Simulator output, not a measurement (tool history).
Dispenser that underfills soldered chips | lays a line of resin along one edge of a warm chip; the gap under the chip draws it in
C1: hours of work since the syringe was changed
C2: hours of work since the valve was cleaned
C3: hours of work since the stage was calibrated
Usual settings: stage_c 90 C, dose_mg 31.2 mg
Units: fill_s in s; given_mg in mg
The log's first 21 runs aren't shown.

Run 22, hour 84.1: usual settings but stage_c 76 C, dose_mg 39.3 mg; C1 4; C2 55; C3 195. Result: fill_s 102.4 s, given_mg 37.36 mg.
Run 23, hour 90.3: usual settings but stage_c 94 C, dose_mg 36.1 mg; C1 8; C2 59; C3 200. Result: fill_s 68.7 s, given_mg 34.67 mg.
At hour 92.6: new syringe of resin.
Run 24, hour 95: usual settings but stage_c 96 C, dose_mg 39 mg; C1 2; C2 62; C3 203. Result: fill_s 35.5 s, given_mg 36.78 mg.
Run 25, hour 99.6: usual settings but stage_c 80 C, dose_mg 26.6 mg; C1 5; C2 66; C3 207. Result: fill_s 102.5 s, given_mg 25.21 mg.
At hour 103.4: dispensing valve cleaned and set on the balance.
Run 26, hour 105.2: usual settings but stage_c 87 C, dose_mg 29.1 mg; C1 9; C2 1; C3 210. Result: fill_s 96.1 s, given_mg 29.08 mg.
At hour 107.2: new syringe of resin.
Run 27, hour 108.6: usual settings but stage_c 87 C, dose_mg 29.1 mg; C1 1; C2 4; C3 212. Result: fill_s 53.7 s, given_mg 29 mg.
Run 28, hour 112.7: usual settings but stage_c 77 C, dose_mg 35.7 mg; C1 4; C2 7; C3 215. Result: fill_s 101 s, given_mg 35.67 mg.
Run 29, hour 118.8: usual settings but stage_c 94 C; C1 9; C2 11; C3 220. Result: fill_s 70.8 s, given_mg 31.04 mg.
At hour 120.9: new syringe of resin.
Run 30, hour 123.1: usual settings but stage_c 94 C; C1 2; C2 14; C3 223. Result: fill_s 38.7 s, given_mg 31.03 mg.
Run 31, hour 129: usual settings but stage_c 94 C; C1 6; C2 19; C3 227. Result: fill_s 55.8 s, given_mg 30.97 mg.
Run 32, hour 133.8: usual settings but stage_c 89 C, dose_mg 34.5 mg; C1 10; C2 22; C3 231. Result: fill_s 91.4 s, given_mg 33.96 mg.
At hour 134.6: new syringe of resin.
Run 33, hour 139.6: usual settings but stage_c 81 C, dose_mg 27.1 mg; C1 4; C2 26; C3 235. Result: fill_s 85 s, given_mg 26.57 mg.
Run 34, hour 142.3: usual settings but stage_c 81 C, dose_mg 27.1 mg; C1 6; C2 28; C3 237. Result: fill_s 99.3 s, given_mg 26.17 mg.

The next listed run, before its measurement:
Run 35, hour 146.9: usual settings but dose_mg 27 mg; C1 9; C2 32; C3 240. Result: fill_s ?, given_mg ?.

{"run 35": {"fill_s": 89.9, "given_mg": 26.32}}
Without the tool's hidden state the same run would have given fill_s 44.8 s, given_mg 27.02 mg.
